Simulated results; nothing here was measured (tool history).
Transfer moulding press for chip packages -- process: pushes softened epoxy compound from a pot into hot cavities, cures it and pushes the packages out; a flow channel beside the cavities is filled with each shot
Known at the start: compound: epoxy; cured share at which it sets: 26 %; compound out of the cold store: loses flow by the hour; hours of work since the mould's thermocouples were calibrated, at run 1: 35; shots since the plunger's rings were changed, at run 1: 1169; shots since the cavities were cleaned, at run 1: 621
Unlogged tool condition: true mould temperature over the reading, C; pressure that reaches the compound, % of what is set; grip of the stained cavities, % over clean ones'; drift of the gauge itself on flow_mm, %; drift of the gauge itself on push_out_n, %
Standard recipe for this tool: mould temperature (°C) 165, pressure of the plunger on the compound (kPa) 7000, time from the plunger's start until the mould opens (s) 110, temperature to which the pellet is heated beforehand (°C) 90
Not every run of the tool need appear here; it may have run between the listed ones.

| run | hour | mould temperature (°C) | pressure of the plunger on the compound (kPa) | time from the plunger's start until the mould opens (s) | temperature to which the pellet is heated beforehand (°C) | hours of work since the mould's thermocouples were calibrated | shots since the plunger's rings were changed | shots since the cavities were cleaned | incoming compound's hours out of the cold store | length that the compound runs in the flow channel (mm) | greatest force on the pins that push the packages out (N) |
|---|---|---|---|---|---|---|---|---|---|---|---|
| 1 | 0.0 | 165 | 7000 | 110 | 90 | 35 | 1169 | 621 | 24.6 | 962 | 423 |
|  | 5.2 | cavities cleaned with cleaning compound and waxed |
| 2 | 11.9 | 165 | 7000 | 110 | 90 | 40 | 1258 | 57 | 13.4 | 1014 | 313 |
| 3 | 21.9 | 165 | 7000 | 110 | 90 | 45 | 1343 | 142 | 27.2 | 944 | 317 |
| 4 | 30.6 | 165 | 7000 | 110 | 90 | 49 | 1418 | 217 | 46.1 | 869 | 320 |
| 5 | 38.1 | 165 | 7000 | 110 | 90 | 52 | 1481 | 280 | 32.1 | 930 | 332 |
| 6 | 45.4 | 165 | 7000 | 105 | 90 | 56 | 1544 | 343 | 20.5 | 985 | 393 |
| 7 | 51.7 | 165 | 7000 | 110 | 95 | 59 | 1598 | 397 | 25.7 | 949 | 370 |
| 8 | 62.9 | 165 | 7000 | 110 | 95 | 64 | 1693 | 492 | 46.3 | 865 | 367 |
| 9 | 68.1 | 165 | 7000 | 110 | 95 | 67 | 1737 | 536 | 18.1 | 985 | 386 |
| 10 | 78.1 | 165 | 7000 | 110 | 95 | 72 | 1823 | 622 | 15.1 | 991 | 410 |
|  | 83.4 | cavities cleaned with cleaning compound and waxed |
| 11 | 89.0 | 165 | 7000 | 112 | 95 | 76 | 1903 | 48 | 21.1 | 975 | 285 |
| 12 | 94.9 | 165 | 7000 | 112 | 95 | 79 | 1954 | 99 | 14.7 | 994 | 297 |
| 13 | 106.6 | 165 | 6610 | 110 | 90 | 85 | 2054 | 199 | 26.3 | 917 | 331 |
| 14 | 115.9 | 165 | 6610 | 110 | 90 | 89 | 2133 | 278 | 41.5 | 860 | 344 |
| 15 | 121.3 | 165 | 6610 | 110 | 90 | 92 | 2179 | 324 | 43.1 | 846 | 342 |
| 16 | 133.1 | 165 | 5400 | 110 | 90 | 97 | 2280 | 425 | 8.3 | 907 | 392 |
| 17 | 141.6 | 165 | 8330 | 110 | 90 | 101 | 2352 | 497 | 30.7 | 1007 | 390 |
| 18 | 152.6 | 162 | 8330 | 110 | 82 | 107 | 2446 | 591 | 21.3 | 1062 | 481 |
|  | 161.2 | cavities cleaned with cleaning compound and waxed |
| 19 | 161.2 | 159 | 5420 | 92 | 88 | 110 | 2507 | 0 | 10.9 | 904 | 654 |
| 20 | 166.2 | 165 | 7000 | 96 | 92 | 112 | 2550 | 43 | 26.9 | 944 | 379 |
| 21 | 176.9 | 165 | 7000 | 110 | 92 | 118 | 2641 | 134 | 17.2 | 981 | 335 |
| 22 | 187.4 | 160 | 7390 | 113 | 91 | 123 | 2730 | 223 | 23.7 | 990 | 424 |
| 23 | 192.2 | 165 | 7000 | 92 | 90 | 125 | 2772 | 265 | 16.7 | 983 | 521 |
| 24 | 199.4 | 165 | 7000 | 92 | 90 | 128 | 2833 | 326 | 38.0 | 892 | 517 |
| 25 | 206.5 | 171 | 5820 | 134 | 85 | 132 | 2894 | 387 | 46.1 | 769 | 264 |
| 26 | 218.3 | 171 | 5820 | 124 | 88 | 137 | 2995 | 488 | 20.2 | 876 | 279 |
| 27 | 229.8 | 166 | 7630 | 138 | 96 | 143 | 3093 | 586 | 34.0 | 939 | 297 |
| 28 | 236.5 | 169 | 5410 | 138 | 96 | 146 | 3150 | 643 | 31.3 | 792 | 276 |
|  | 239.8 | cavities cleaned with cleaning compound and waxed |
| 29 | 243.7 | 169 | 7340 | 138 | 85 | 149 | 3199 | 33 | 45.9 | 872 | 212 |

3 options for the next run, each taken on its own from the tool as it stands now. Forecast them:
| A | 254.6 | 169 | 7340 | 114 | 85 | 154 | 3292 | 126 | 38.7 | ? | ? |
| B | 254.6 | 169 | 8030 | 92 | 85 | 154 | 3292 | 126 | 19.0 | ? | ? |
| C | 254.6 | 169 | 6910 | 108 | 82 | 154 | 3292 | 126 | 9.2 | ? | ? |

| run | length that the compound runs in the flow channel (mm) | greatest force on the pins that push the packages out (N) |
|---|---|---|
| A | 900 | 250 |
| B | 1027 | 374 |
| C | 1000 | 276 |
Take away the tool's hidden state, keep each run's random variation, and the runs would have read:
| run | length that the compound runs in the flow channel (mm) | greatest force on the pins that push the packages out (N) |
|---|---|---|
| A | 932 | 222 |
| B | 1062 | 334 |
| C | 1035 | 246 |
